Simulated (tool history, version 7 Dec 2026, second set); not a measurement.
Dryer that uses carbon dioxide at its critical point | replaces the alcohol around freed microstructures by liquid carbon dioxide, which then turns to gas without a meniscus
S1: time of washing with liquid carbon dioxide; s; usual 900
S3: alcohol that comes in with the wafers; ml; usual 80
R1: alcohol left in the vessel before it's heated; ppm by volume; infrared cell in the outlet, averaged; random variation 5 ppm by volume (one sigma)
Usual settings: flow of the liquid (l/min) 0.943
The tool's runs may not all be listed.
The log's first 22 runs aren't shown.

Run 23, day 29.229: usual settings but S1 1020 s. Result: R1 113 ppm by volume.
Run 24, day 30.262: usual settings but S1 1020 s. Result: R1 126 ppm by volume.
Run 25, day 31.704: usual settings but S1 1020 s. Result: R1 125 ppm by volume.
Run 26, day 32.500: usual settings but S1 1020 s. Result: R1 133 ppm by volume.
Run 27, day 33.525: usual settings but S1 1020 s. Result: R1 132 ppm by volume.
Run 28, day 34.729: usual settings but S1 1020 s, flow of the liquid (l/min) 0.683. Result: R1 306 ppm by volume.
Run 29, day 36.267: usual settings but S1 780 s, flow of the liquid (l/min) 1.441, S3 79 ml. Result: R1 116 ppm by volume.
Run 30, day 37.288: usual settings but flow of the liquid (l/min) 1.003, S3 45 ml. Result: R1 142 ppm by volume.
Run 31, day 38.896: usual settings but flow of the liquid (l/min) 1.214, S3 27 ml. Result: R1 121 ppm by volume.
Run 32, day 40.383: usual settings but S1 600 s, flow of the liquid (l/min) 0.857, S3 27 ml. Result: R1 413 ppm by volume.
Run 33, day 41.721: usual settings but S1 1380 s, flow of the liquid (l/min) 1.095, S3 90 ml. Result: R1 120 ppm by volume.
Run 34, day 42.508: usual settings but S1 1020 s, flow of the liquid (l/min) 1.294, S3 67 ml. Result: R1 130 ppm by volume.
Run 35, day 43.233: usual settings but S1 1020 s, flow of the liquid (l/min) 1.294, S3 67 ml. Result: R1 137 ppm by volume.
Run 36, day 44.017: usual settings but S1 1380 s, flow of the liquid (l/min) 1.081, S3 43 ml. Result: R1 126 ppm by volume.
Run 37, day 44.746: usual settings but S1 1380 s, flow of the liquid (l/min) 1.081, S3 43 ml. Result: R1 121 ppm by volume.
Run 38, day 45.712: usual settings but S1 1320 s. Result: R1 134 ppm by volume.
Run 39, day 46.838: usual settings but S1 1380 s, flow of the liquid (l/min) 1.527, S3 68 ml. Result: R1 128 ppm by volume.
Run 40, day 47.971: usual settings but S1 1380 s, flow of the liquid (l/min) 1.527, S3 68 ml. Result: R1 132 ppm by volume.
Run 41, day 49.271: usual settings but S1 600 s, flow of the liquid (l/min) 0.704, S3 22 ml. Result: R1 697 ppm by volume.
At day 49.888: inlet filter changed.
Run 42, day 50.875: usual settings but S1 600 s, flow of the liquid (l/min) 0.704, S3 22 ml. Result: R1 505 ppm by volume.
Run 43, day 51.950: usual settings but S1 600 s, flow of the liquid (l/min) 0.704, S3 22 ml. Result: R1 506 ppm by volume.
At day 53.146: purifier's bed changed.
Run 44, day 53.662: usual settings but S1 600 s, flow of the liquid (l/min) 0.704, S3 22 ml. Result: R1 384 ppm by volume.
Run 45, day 55.000: usual settings but S1 720 s, flow of the liquid (l/min) 0.704, S3 22 ml. Result: R1 206 ppm by volume.
Run 46, day 56.488: usual settings but S1 960 s, flow of the liquid (l/min) 1.056, S3 43 ml. Result: R1 19 ppm by volume.
Run 47, day 57.412: usual settings but S1 960 s, flow of the liquid (l/min) 1.056, S3 43 ml. Result: R1 22 ppm by volume.

Forecast each of these 3 alternatives for the next run:
Run A, day 58.588: usual settings but S1 1380 s, flow of the liquid (l/min) 1.249, S3 43 ml. Result: R1 ?.
Run B, day 58.588: usual settings but S1 960 s, flow of the liquid (l/min) 1.056, S3 112 ml. Result: R1 ?.
Run C, day 58.588: usual settings but S1 1020 s, S3 95 ml. Result: R1 ?.

run  R1
  A  19
  B  36
  C  51
Without the tool's hidden state the same runs would have given:
run  R1
  A   9
  B  19
  C  33
